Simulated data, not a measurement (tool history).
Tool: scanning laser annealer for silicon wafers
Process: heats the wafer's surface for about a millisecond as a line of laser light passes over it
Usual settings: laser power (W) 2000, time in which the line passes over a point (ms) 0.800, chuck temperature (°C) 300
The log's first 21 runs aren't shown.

run    hour  laser power (W)  time in which the line passes over a point (ms)  chuck temperature (°C)  hours of work since the window was cleaned  hours of work since the power meter was calibrated  hours of work since the optics were aligned  highest temperature of the surface (°C)
 22   912.4             2063                                            0.800                     300                                         478                                                1336                                         1551                                     1043
 23   941.0             1748                                            0.915                     284                                         500                                                1358                                         1573                                      939
 24   999.1             2000                                            0.800                     300                                         544                                                1402                                         1617                                     1007
 25  1056.4             1804                                            0.721                     300                                         588                                                1446                                         1661                                      887
 26  1083.7             1943                                            0.593                     339                                         608                                                1467                                         1682                                      917
     1099.2  -- optics aligned, line set to its width
 27  1138.0             1943                                            0.593                     339                                         646                                                1505                                           30                                      929
 28  1169.6             1943                                            0.593                     339                                         670                                                1529                                           54                                      926
 29  1198.0             1843                                            0.800                     300                                         692                                                1550                                           75                                      950
 30  1238.1             2000                                            0.678                     332                                         722                                                1581                                          106                                      987
 31  1266.5             2000                                            0.678                     332                                         744                                                1603                                          128                                      985
     1285.1  -- window over the wafer cleaned
 32  1319.4             2000                                            0.800                     283                                          26                                                1641                                          167                                     1034
 33  1365.2             2000                                            0.800                     283                                          61                                                1676                                          201                                     1034
 34  1423.0             1871                                            0.586                     292                                         105                                                1720                                          246                                      869
 35  1469.3             1770                                            0.800                     293                                         141                                                1756                                          281                                      935
 36  1526.3             1770                                            0.800                     293                                         184                                                1799                                          324                                      932
 37  1556.8             2000                                            0.978                     300                                         207                                                1823                                          348                                     1128
 38  1593.9             2000                                            0.857                     272                                         236                                                1851                                          376                                     1038
 39  1648.3             1868                                            0.569                     300                                         277                                                1892                                          417                                      859
 40  1701.1             2030                                            0.687                     288                                         317                                                1933                                          458                                      977

Forecast each of these 5 alternatives for the next run:
  A  1764.3             1924                                            0.687                     261                                         366                                                1981                                          506                                        ?
  B  1764.3             1793                                            0.687                     288                                         366                                                1981                                          506                                        ?
  C  1764.3             2172                                            0.842                     326                                         366                                                1981                                          506                                        ?
  D  1764.3             2000                                            0.835                     266                                         366                                                1981                                          506                                        ?
  E  1764.3             2030                                            0.604                     293                                         366                                                1981                                          506                                        ?

run  highest temperature of the surface (°C)
  A                                      903
  B                                      879
  C                                     1153
  D                                     1014
  E                                      928
Without the tool's hidden state the same runs would have given:
run  highest temperature of the surface (°C)
  A                                      920
  B                                      895
  C                                     1175
  D                                     1034
  E                                      945
